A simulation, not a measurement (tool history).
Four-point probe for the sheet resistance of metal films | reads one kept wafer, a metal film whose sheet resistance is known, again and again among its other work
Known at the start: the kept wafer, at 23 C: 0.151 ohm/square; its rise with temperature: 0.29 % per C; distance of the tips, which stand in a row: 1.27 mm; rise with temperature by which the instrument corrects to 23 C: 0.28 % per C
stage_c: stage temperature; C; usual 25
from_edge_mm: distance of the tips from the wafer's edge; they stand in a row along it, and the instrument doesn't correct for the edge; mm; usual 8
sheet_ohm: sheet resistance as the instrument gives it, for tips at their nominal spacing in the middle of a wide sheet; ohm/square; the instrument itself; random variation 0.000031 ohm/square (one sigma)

Run 1, day 0: usual settings. Result: sheet_ohm 0.151624 ohm/square.
Run 2, day 0.829: usual settings. Result: sheet_ohm 0.151645 ohm/square.
Run 3, day 1.862: usual settings. Result: sheet_ohm 0.151633 ohm/square.
Run 4, day 2.479: usual settings. Result: sheet_ohm 0.151639 ohm/square.
Run 5, day 3.717: usual settings. Result: sheet_ohm 0.151644 ohm/square.
Run 6, day 4.346: usual settings. Result: sheet_ohm 0.151601 ohm/square.
Run 7, day 5.204: usual settings. Result: sheet_ohm 0.151683 ohm/square.
Run 8, day 5.771: usual settings. Result: sheet_ohm 0.151615 ohm/square.
Run 9, day 6.333: usual settings but stage_c 22 C. Result: sheet_ohm 0.151588 ohm/square.
Run 10, day 6.921: usual settings but stage_c 22 C. Result: sheet_ohm 0.151532 ohm/square.
Run 11, day 7.896: usual settings but stage_c 22 C. Result: sheet_ohm 0.151591 ohm/square.
Run 12, day 8.508: usual settings. Result: sheet_ohm 0.151636 ohm/square.
Run 13, day 9.679: usual settings. Result: sheet_ohm 0.151595 ohm/square.
Run 14, day 10.817: usual settings but stage_c 23 C. Result: sheet_ohm 0.151567 ohm/square.
Run 15, day 11.904: usual settings but stage_c 23 C. Result: sheet_ohm 0.151497 ohm/square.
Run 16, day 13.138: usual settings but stage_c 23 C. Result: sheet_ohm 0.151536 ohm/square.
Run 17, day 14.383: usual settings but stage_c 23 C. Result: sheet_ohm 0.15155 ohm/square.
Run 18, day 15.175: usual settings but from_edge_mm 4 mm. Result: sheet_ohm 0.157205 ohm/square.
Run 19, day 15.858: usual settings but from_edge_mm 4 mm. Result: sheet_ohm 0.157206 ohm/square.
Run 20, day 16.646: usual settings but from_edge_mm 4 mm. Result: sheet_ohm 0.157224 ohm/square.
Run 21, day 17.338: usual settings but from_edge_mm 4 mm. Result: sheet_ohm 0.157277 ohm/square.
Run 22, day 18.079: usual settings but from_edge_mm 4 mm. Result: sheet_ohm 0.157267 ohm/square.
Run 23, day 18.954: usual settings but from_edge_mm 4 mm. Result: sheet_ohm 0.157203 ohm/square.
Run 24, day 20.246: usual settings but from_edge_mm 4 mm. Result: sheet_ohm 0.157185 ohm/square.
Run 25, day 20.908: usual settings but stage_c 21 C, from_edge_mm 4 mm. Result: sheet_ohm 0.15712 ohm/square.
Run 26, day 22.138: usual settings but stage_c 21 C, from_edge_mm 4 mm. Result: sheet_ohm 0.157129 ohm/square.
Run 27, day 23.1: usual settings but stage_c 23 C, from_edge_mm 6 mm. Result: sheet_ohm 0.153012 ohm/square.
Run 28, day 24.292: usual settings but stage_c 18 C, from_edge_mm 22 mm. Result: sheet_ohm 0.149639 ohm/square.
Run 29, day 25.208: usual settings but stage_c 29 C, from_edge_mm 37 mm. Result: sheet_ohm 0.149609 ohm/square.
Run 30, day 25.962: usual settings but stage_c 29 C, from_edge_mm 37 mm. Result: sheet_ohm 0.149609 ohm/square.
Run 31, day 26.642: usual settings but stage_c 22 C, from_edge_mm 57 mm. Result: sheet_ohm 0.149497 ohm/square.
Run 32, day 27.812: usual settings but from_edge_mm 10 mm. Result: sheet_ohm 0.150788 ohm/square.
Run 33, day 28.933: usual settings but from_edge_mm 32 mm. Result: sheet_ohm 0.14956 ohm/square.
Run 34, day 29.975: usual settings but from_edge_mm 26 mm. Result: sheet_ohm 0.149626 ohm/square.
Run 35, day 30.771: usual settings but stage_c 22 C, from_edge_mm 30 mm. Result: sheet_ohm 0.149558 ohm/square.
Run 36, day 31.933: usual settings but stage_c 20 C, from_edge_mm 40 mm. Result: sheet_ohm 0.149405 ohm/square.
Run 37, day 32.517: usual settings but stage_c 30 C. Result: sheet_ohm 0.151518 ohm/square.
Run 38, day 33.238: usual settings but stage_c 20 C, from_edge_mm 12 mm. Result: sheet_ohm 0.150278 ohm/square.
Run 39, day 33.996: usual settings but from_edge_mm 6 mm. Result: sheet_ohm 0.152997 ohm/square.
Run 40, day 34.929: usual settings but stage_c 23 C. Result: sheet_ohm 0.151451 ohm/square.
Run 41, day 35.871: usual settings but stage_c 34 C, from_edge_mm 70 mm. Result: sheet_ohm 0.149569 ohm/square.
Run 42, day 36.646: usual settings but stage_c 34 C, from_edge_mm 70 mm. Result: sheet_ohm 0.149594 ohm/square.
At day 37.146: stage's thermometer calibrated.
Run 43, day 37.288: usual settings but stage_c 26 C, from_edge_mm 17 mm. Result: sheet_ohm 0.150132 ohm/square.
Run 44, day 38.521: usual settings but stage_c 26 C, from_edge_mm 17 mm. Result: sheet_ohm 0.15009 ohm/square.
Run 45, day 39.104: usual settings but stage_c 27 C, from_edge_mm 36 mm. Result: sheet_ohm 0.14978 ohm/square.

Some steps in sheet_ohm between neighbouring runs. How much of each would the tool show without its hidden state too (settings, what came in, random variation), and how much is left for the hidden state, with any gauge scatter that isn't in both results?
The hidden state here: inner tips' distance over the nominal, %; tips' flats over new ones', %; wafer's true temperature over the reading, C; drift of the gauge itself on sheet_ohm, %.
Run 17 -> 18: stage_c 23 -> 25, from_edge_mm 8 -> 4. sheet_ohm +0.005655 ohm/square: hidden state -0.000056, all else +0.005711.
Run 26 -> 27: stage_c 21 -> 23, from_edge_mm 4 -> 6. sheet_ohm -0.004117 ohm/square: hidden state +0.000034, all else -0.004151.
Run 27 -> 28: stage_c 23 -> 18, from_edge_mm 6 -> 22. sheet_ohm -0.003373 ohm/square: hidden state +0.000022, all else -0.003395.
Run 42 -> 43: stage_c 34 -> 26, from_edge_mm 70 -> 17, stage's thermometer calibrated. sheet_ohm +0.000538 ohm/square: hidden state +0.000239, all else +0.000299.

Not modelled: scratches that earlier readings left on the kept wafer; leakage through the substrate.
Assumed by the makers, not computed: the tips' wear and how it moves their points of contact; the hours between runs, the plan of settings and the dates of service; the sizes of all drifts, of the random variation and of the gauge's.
